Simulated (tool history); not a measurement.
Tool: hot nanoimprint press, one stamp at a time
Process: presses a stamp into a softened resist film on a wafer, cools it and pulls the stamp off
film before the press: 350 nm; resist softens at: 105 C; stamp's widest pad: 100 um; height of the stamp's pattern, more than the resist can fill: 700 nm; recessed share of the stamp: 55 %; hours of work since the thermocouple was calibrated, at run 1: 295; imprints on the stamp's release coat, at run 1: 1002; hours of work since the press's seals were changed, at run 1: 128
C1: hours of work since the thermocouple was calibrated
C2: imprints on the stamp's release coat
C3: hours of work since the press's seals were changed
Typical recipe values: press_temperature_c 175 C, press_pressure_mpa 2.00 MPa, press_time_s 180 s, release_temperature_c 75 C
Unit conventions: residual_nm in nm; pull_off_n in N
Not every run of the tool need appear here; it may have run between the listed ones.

run 1 hour=0.0 | press_temperature_c=175 press_pressure_mpa=2.00 press_time_s=180 release_temperature_c=75 | C1=295 C2=1002 C3=128 | residual_nm=138.6 pull_off_n=236
run 2 hour=37.1 | press_temperature_c=175 press_pressure_mpa=2.00 press_time_s=180 release_temperature_c=75 | C1=322 C2=1211 C3=154 | residual_nm=138.5 pull_off_n=236
run 3 hour=65.4 | press_temperature_c=175 press_pressure_mpa=2.00 press_time_s=180 release_temperature_c=75 | C1=342 C2=1370 C3=174 | residual_nm=138.3 pull_off_n=243
run 4 hour=85.1 | press_temperature_c=175 press_pressure_mpa=2.00 press_time_s=180 release_temperature_c=75 | C1=356 C2=1481 C3=189 | residual_nm=138.5 pull_off_n=251
run 5 hour=125.3 | press_temperature_c=175 press_pressure_mpa=2.00 press_time_s=180 release_temperature_c=75 | C1=385 C2=1707 C3=217 | residual_nm=138.8 pull_off_n=241
-- hour=152.0 stamp cleaned and given a new release coat
run 6 hour=160.5 | press_temperature_c=175 press_pressure_mpa=2.00 press_time_s=180 release_temperature_c=75 | C1=406 C2=48 C3=238 | residual_nm=138.7 pull_off_n=244
run 7 hour=203.4 | press_temperature_c=175 press_pressure_mpa=2.00 press_time_s=180 release_temperature_c=75 | C1=437 C2=289 C3=269 | residual_nm=138.4 pull_off_n=245
run 8 hour=238.2 | press_temperature_c=175 press_pressure_mpa=2.00 press_time_s=180 release_temperature_c=75 | C1=462 C2=485 C3=294 | residual_nm=138.2 pull_off_n=233
run 9 hour=260.2 | press_temperature_c=175 press_pressure_mpa=2.00 press_time_s=180 release_temperature_c=75 | C1=477 C2=609 C3=310 | residual_nm=137.9 pull_off_n=238
run 10 hour=300.3 | press_temperature_c=175 press_pressure_mpa=2.98 press_time_s=180 release_temperature_c=75 | C1=506 C2=834 C3=338 | residual_nm=115.1 pull_off_n=235
-- hour=317.0 plate thermocouple calibrated
run 11 hour=339.6 | press_temperature_c=175 press_pressure_mpa=2.98 press_time_s=180 release_temperature_c=75 | C1=16 C2=1038 C3=364 | residual_nm=115.7 pull_off_n=235
run 12 hour=360.0 | press_temperature_c=175 press_pressure_mpa=2.98 press_time_s=180 release_temperature_c=60 | C1=31 C2=1153 C3=379 | residual_nm=115.0 pull_off_n=331
run 13 hour=390.0 | press_temperature_c=186 press_pressure_mpa=2.00 press_time_s=180 release_temperature_c=75 | C1=52 C2=1322 C3=400 | residual_nm=86.5 pull_off_n=251
run 14 hour=421.8 | press_temperature_c=186 press_pressure_mpa=2.00 press_time_s=180 release_temperature_c=75 | C1=75 C2=1500 C3=423 | residual_nm=86.5 pull_off_n=235
run 15 hour=449.6 | press_temperature_c=186 press_pressure_mpa=2.00 press_time_s=180 release_temperature_c=75 | C1=95 C2=1656 C3=443 | residual_nm=86.6 pull_off_n=242
-- hour=485.1 stamp cleaned and given a new release coat
run 16 hour=494.5 | press_temperature_c=186 press_pressure_mpa=2.00 press_time_s=180 release_temperature_c=75 | C1=123 C2=53 C3=471 | residual_nm=86.6 pull_off_n=241

Run 17, settings as shown, results not yet in. Your forecast:
run 17 hour=514.1 | press_temperature_c=183 press_pressure_mpa=1.72 press_time_s=180 release_temperature_c=62 | C1=137 C2=163 C3=485 | residual_nm=? pull_off_n=?

{"run 17": {"residual_nm": 105.7, "pull_off_n": 312}}
Take away the tool's hidden state, keep the run-to-run variation as it was, and the same run would have given residual_nm 105.7 nm, pull_off_n 312 N.
